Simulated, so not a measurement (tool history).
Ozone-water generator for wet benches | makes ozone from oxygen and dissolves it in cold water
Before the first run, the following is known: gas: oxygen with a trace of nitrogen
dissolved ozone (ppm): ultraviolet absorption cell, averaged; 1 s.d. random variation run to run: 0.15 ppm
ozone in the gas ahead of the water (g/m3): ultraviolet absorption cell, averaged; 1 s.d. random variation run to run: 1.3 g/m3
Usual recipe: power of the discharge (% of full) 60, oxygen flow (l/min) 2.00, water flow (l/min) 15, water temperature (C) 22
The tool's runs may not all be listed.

run	hour	power of the discharge (% of full)	oxygen flow (l/min)	water flow (l/min)	water temperature (C)	dissolved ozone (ppm)	ozone in the gas ahead of the water (g/m3)
1	0.0	60	2.00	15	22	19.0	247.5
2	21.0	60	2.00	15	22	18.9	247.4
3	45.4	60	2.00	15	22	19.1	248.1
4	71.1	60	2.00	15	22	18.9	248.2
5	89.6	60	2.00	15	22	18.9	247.6
6	113.7	60	1.71	15	22	18.3	268.0
7	149.9	74	2.00	15	22	21.5	275.2
8	176.6	74	2.00	15	22	21.4	280.5
9	216.4	74	2.00	15	22	21.3	276.6
# hour 219.7: water thermometer calibrated
10	241.1	60	1.37	15	25	17.0	299.9
11	263.5	42	2.00	15	22	15.5	203.5
12	289.5	83	1.36	15	16	21.7	359.7
# hour 292.0: water thermometer calibrated, once more
13	315.5	83	1.36	15	16	21.6	361.0
14	342.0	60	2.00	15	14	20.3	247.7
15	361.4	60	2.00	15	14	20.3	246.1
16	384.4	58	2.00	15	29	17.3	241.3
17	417.7	58	2.00	15	29	17.2	244.7
18	453.4	58	2.00	15	29	17.2	242.0

3 options for the next run, each taken on its own from the tool as it stands now. Forecast them:
A	474.4	60	1.82	15	22	?	?
B	474.4	60	1.48	20	16	?	?
C	474.4	46	2.00	9	15	?	?

run	dissolved ozone (ppm)	ozone in the gas ahead of the water (g/m3)
A	18.6	260.1
B	13.9	288.6
C	26.4	213.2
Without the tool's hidden state the same runs would have given:
run	dissolved ozone (ppm)	ozone in the gas ahead of the water (g/m3)
A	18.9	259.6
B	14.1	288.1
C	26.6	212.9
